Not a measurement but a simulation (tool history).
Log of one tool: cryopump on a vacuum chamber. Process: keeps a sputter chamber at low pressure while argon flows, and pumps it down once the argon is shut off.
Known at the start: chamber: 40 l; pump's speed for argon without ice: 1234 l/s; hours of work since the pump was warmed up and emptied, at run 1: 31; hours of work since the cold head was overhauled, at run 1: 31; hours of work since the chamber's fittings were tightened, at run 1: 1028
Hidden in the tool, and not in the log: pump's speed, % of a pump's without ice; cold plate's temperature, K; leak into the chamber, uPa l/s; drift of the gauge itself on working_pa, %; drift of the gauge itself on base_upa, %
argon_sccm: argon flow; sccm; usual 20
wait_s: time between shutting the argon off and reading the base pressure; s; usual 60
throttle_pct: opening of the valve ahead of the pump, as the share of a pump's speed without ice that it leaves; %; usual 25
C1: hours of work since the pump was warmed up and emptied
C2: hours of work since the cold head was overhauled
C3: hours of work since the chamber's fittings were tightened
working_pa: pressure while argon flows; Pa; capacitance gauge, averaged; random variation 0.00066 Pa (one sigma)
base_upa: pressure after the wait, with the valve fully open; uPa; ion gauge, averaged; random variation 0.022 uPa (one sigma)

{"run": 1, "hour": 0.0, "argon_sccm": 20, "wait_s": 60, "throttle_pct": 25, "C1": 31, "C2": 31, "C3": 1028, "working_pa": 0.1101, "base_upa": 2.97}
{"run": 2, "hour": 11.5, "argon_sccm": 12, "wait_s": 60, "throttle_pct": 25, "C1": 39, "C2": 39, "C3": 1035, "working_pa": 0.0662, "base_upa": 3.08}
{"run": 3, "hour": 20.6, "argon_sccm": 24, "wait_s": 60, "throttle_pct": 25, "C1": 45, "C2": 45, "C3": 1042, "working_pa": 0.1316, "base_upa": 3.02}
{"run": 4, "hour": 34.7, "argon_sccm": 24, "wait_s": 60, "throttle_pct": 25, "C1": 54, "C2": 54, "C3": 1051, "working_pa": 0.1336, "base_upa": 3.09}
{"run": 5, "hour": 50.8, "argon_sccm": 37, "wait_s": 60, "throttle_pct": 25, "C1": 65, "C2": 65, "C3": 1062, "working_pa": 0.2075, "base_upa": 3.24}
{"run": 6, "hour": 68.8, "argon_sccm": 37, "wait_s": 60, "throttle_pct": 25, "C1": 77, "C2": 77, "C3": 1074, "working_pa": 0.2055, "base_upa": 3.25}
{"run": 7, "hour": 78.5, "argon_sccm": 20, "wait_s": 30, "throttle_pct": 25, "C1": 84, "C2": 84, "C3": 1081, "working_pa": 0.111, "base_upa": 3.7}
{"run": 8, "hour": 88.4, "argon_sccm": 20, "wait_s": 30, "throttle_pct": 25, "C1": 91, "C2": 91, "C3": 1087, "working_pa": 0.1124, "base_upa": 3.79}
{"run": 9, "hour": 98.9, "argon_sccm": 24, "wait_s": 30, "throttle_pct": 25, "C1": 98, "C2": 98, "C3": 1094, "working_pa": 0.1346, "base_upa": 3.79}
{"run": 10, "hour": 111.2, "argon_sccm": 24, "wait_s": 30, "throttle_pct": 25, "C1": 106, "C2": 106, "C3": 1103, "working_pa": 0.1346, "base_upa": 3.89}
{"run": 11, "hour": 127.9, "argon_sccm": 24, "wait_s": 30, "throttle_pct": 25, "C1": 117, "C2": 117, "C3": 1114, "working_pa": 0.135, "base_upa": 3.89}
{"run": 12, "hour": 139.7, "argon_sccm": 24, "wait_s": 30, "throttle_pct": 25, "C1": 125, "C2": 125, "C3": 1122, "working_pa": 0.1358, "base_upa": 3.89}
{"run": 13, "hour": 157.8, "argon_sccm": 20, "wait_s": 187, "throttle_pct": 25, "C1": 137, "C2": 137, "C3": 1134, "working_pa": 0.1142, "base_upa": 3.25}
{"run": 14, "hour": 173.0, "argon_sccm": 20, "wait_s": 187, "throttle_pct": 23, "C1": 148, "C2": 148, "C3": 1144, "working_pa": 0.1236, "base_upa": 3.26}
{"run": 15, "hour": 184.6, "argon_sccm": 20, "wait_s": 187, "throttle_pct": 23, "C1": 155, "C2": 155, "C3": 1152, "working_pa": 0.1233, "base_upa": 3.39}
{"run": 16, "hour": 202.1, "argon_sccm": 20, "wait_s": 187, "throttle_pct": 23, "C1": 167, "C2": 167, "C3": 1164, "working_pa": 0.1238, "base_upa": 3.36}
{"run": 17, "hour": 218.0, "argon_sccm": 20, "wait_s": 187, "throttle_pct": 23, "C1": 178, "C2": 178, "C3": 1175, "working_pa": 0.1246, "base_upa": 3.43}
{"run": 18, "hour": 236.6, "argon_sccm": 20, "wait_s": 60, "throttle_pct": 25, "C1": 191, "C2": 191, "C3": 1187, "working_pa": 0.1151, "base_upa": 3.93}
{"run": 19, "hour": 253.1, "argon_sccm": 13, "wait_s": 60, "throttle_pct": 16, "C1": 202, "C2": 202, "C3": 1198, "working_pa": 0.1143, "base_upa": 3.9}
{"run": 20, "hour": 271.0, "argon_sccm": 13, "wait_s": 60, "throttle_pct": 16, "C1": 214, "C2": 214, "C3": 1210, "working_pa": 0.1156, "base_upa": 3.99}
{"run": 21, "hour": 281.1, "argon_sccm": 38, "wait_s": 158, "throttle_pct": 16, "C1": 221, "C2": 221, "C3": 1217, "working_pa": 0.3377, "base_upa": 3.92}
{"run": 22, "hour": 291.7, "argon_sccm": 38, "wait_s": 158, "throttle_pct": 16, "C1": 228, "C2": 228, "C3": 1224, "working_pa": 0.3403, "base_upa": 3.7}
{"run": 23, "hour": 309.8, "argon_sccm": 38, "wait_s": 158, "throttle_pct": 16, "C1": 240, "C2": 240, "C3": 1237, "working_pa": 0.3401, "base_upa": 3.97}
{"run": 24, "hour": 326.0, "argon_sccm": 38, "wait_s": 30, "throttle_pct": 31, "C1": 251, "C2": 251, "C3": 1248, "working_pa": 0.1839, "base_upa": 4.79}
{"run": 25, "hour": 339.6, "argon_sccm": 20, "wait_s": 209, "throttle_pct": 21, "C1": 260, "C2": 260, "C3": 1257, "working_pa": 0.1396, "base_upa": 4.1}
{"run": 26, "hour": 356.8, "argon_sccm": 20, "wait_s": 209, "throttle_pct": 35, "C1": 272, "C2": 272, "C3": 1268, "working_pa": 0.0878, "base_upa": 4.04}
{"run": 27, "hour": 371.6, "argon_sccm": 20, "wait_s": 55, "throttle_pct": 23, "C1": 282, "C2": 282, "C3": 1278, "working_pa": 0.1283, "base_upa": 4.53}
{"run": 28, "hour": 383.8, "argon_sccm": 20, "wait_s": 55, "throttle_pct": 23, "C1": 290, "C2": 290, "C3": 1287, "working_pa": 0.1305, "base_upa": 4.66}
{"run": 29, "hour": 400.0, "argon_sccm": 20, "wait_s": 55, "throttle_pct": 23, "C1": 301, "C2": 301, "C3": 1298, "working_pa": 0.1305, "base_upa": 4.63}
{"run": 30, "hour": 408.2, "argon_sccm": 20, "wait_s": 55, "throttle_pct": 23, "C1": 306, "C2": 306, "C3": 1303, "working_pa": 0.1298, "base_upa": 4.72}
{"hour": 420.4, "done": "leaking fittings of the chamber tightened, without venting"}
{"run": 31, "hour": 424.5, "argon_sccm": 24, "wait_s": 285, "throttle_pct": 25, "C1": 316, "C2": 316, "C3": 3, "working_pa": 0.146, "base_upa": 0.46}

Forecast run 32:
{"run": 32, "hour": 441.2, "argon_sccm": 10, "wait_s": 285, "throttle_pct": 44, "C1": 327, "C2": 327, "C3": 14, "working_pa": "?", "base_upa": "?"}

{"run 32": {"working_pa": 0.0369, "base_upa": 0.47}}
Without the tool's hidden state the same run would have given working_pa 0.0311 Pa, base_upa 0.30 uPa.
